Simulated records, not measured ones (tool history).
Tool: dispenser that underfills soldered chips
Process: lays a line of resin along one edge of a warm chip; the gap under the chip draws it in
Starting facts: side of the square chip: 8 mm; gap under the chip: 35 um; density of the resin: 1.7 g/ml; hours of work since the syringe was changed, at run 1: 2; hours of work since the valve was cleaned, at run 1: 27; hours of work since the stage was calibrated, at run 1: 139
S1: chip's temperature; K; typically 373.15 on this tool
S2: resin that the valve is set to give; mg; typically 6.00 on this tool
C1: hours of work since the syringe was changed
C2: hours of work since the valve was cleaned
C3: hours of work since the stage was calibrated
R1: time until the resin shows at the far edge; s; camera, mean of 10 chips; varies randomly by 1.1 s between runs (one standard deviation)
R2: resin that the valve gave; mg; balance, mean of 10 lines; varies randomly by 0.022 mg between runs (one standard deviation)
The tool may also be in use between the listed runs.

run   hour      S1    S2  C1  C2   C3     R1    R2
  1    0.0  373.15  6.00   2  27  139  109.3  5.94
  2    3.7  373.15  6.00   4  29  141  127.0  5.93
  3    9.9  373.15  6.00   8  33  145  158.8  5.92
  4   12.8  373.15  6.00  10  35  147  175.8  5.89
      15.2  -- new syringe of resin
  5   19.2  373.15  6.00   3  39  151  115.0  5.92
  6   22.6  373.15  5.87   5  41  154  130.8  5.76
  7   25.7  373.15  6.00   7  43  156  151.3  5.91
      32.5  -- new syringe of resin
  8   32.5  373.15  6.00   0  48  160   97.7  5.89
  9   37.4  373.15  6.00   3  51  163  123.1  5.88
 10   40.8  364.15  6.00   5  53  165  180.1  5.89
 11   47.2  364.15  6.00  10  57  170  233.9  5.90
      49.9  -- new syringe of resin
 12   54.0  364.15  6.00   3  62  174  158.7  5.87
 13   59.8  373.15  6.00   6  65  178  146.3  5.88
 14   64.9  373.15  6.00  10  69  181  181.0  5.87
      67.2  -- new syringe of resin
 15   69.0  373.15  6.00   1  71  183  105.7  5.86
      72.1  -- dispensing valve cleaned and set on the balance
 16   76.9  373.15  6.00   6   3  188  137.5  5.95
 17   82.3  373.15  6.00   9   7  192  170.7  5.98
      85.6  -- new syringe of resin
 18   87.0  373.15  6.00   1  10  194  102.6  5.99
 19   93.4  381.15  7.14   5  14  199  102.4  7.11
 20   96.4  381.15  7.14   7  16  201  114.9  7.10
 21  100.6  381.15  7.14  10  19  203  133.0  7.05
     103.1  -- new syringe of resin
 22  107.9  362.15  6.41   3  23  208  166.1  6.32
 23  111.1  385.15  6.84   5  25  210   94.2  6.73
 24  114.8  366.15  5.10   8  28  212  196.0  5.00
     120.4  -- new syringe of resin
 25  121.4  378.15  7.55   1  32  217   84.8  7.43
 26  126.7  384.15  6.21   4  35  220   87.4  6.09
 27  132.4  362.15  6.21   8  39  224  211.7  6.08
 28  136.9  362.15  6.21  11  42  227  252.7  6.10
     138.1  -- new syringe of resin
 29  143.1  382.15  5.70   3  46  231   92.7  5.63
 30  147.9  375.15  7.57   6  49  234  131.5  7.43
 31  151.9  375.15  5.54   9  52  236  159.0  5.40
     155.5  -- new syringe of resin
 32  157.0  375.15  5.54   1  55  240  100.8  5.44
 33  161.1  370.15  6.24   4  58  242  132.4  6.11
 34  165.1  370.15  6.24   6  60  245  155.1  6.07
 35  168.5  370.15  6.51   9  62  247  178.4  6.30

Consider 5 possible next runs. They are alternatives, not a sequence: every one starts from the tool as it was left by run 35. What does each give?
     172.9  -- new syringe of resin
  A  174.3  384.15  5.69   1  66  251   ?   ?
     172.9  -- new syringe of resin
  B  174.3  361.15  5.24   1  66  251   ?   ?
     172.9  -- new syringe of resin
  C  174.3  376.15  6.38   1  66  251   ?   ?
     172.9  -- new syringe of resin
  D  174.3  370.15  6.83   1  66  251   ?   ?
     172.9  -- new syringe of resin
  E  174.3  370.15  5.45   1  66  251   ?   ?

run     R1    R2
  A   77.2  5.51
  B  154.1  5.11
  C   93.0  6.22
  D  112.1  6.69
  E  115.2  5.33
Stripped of hidden state, with their random variation kept, the same runs would have yielded:
run     R1    R2
  A   76.5  5.66
  B  153.4  5.25
  C   92.5  6.38
  D  111.8  6.86
  E  114.4  5.47
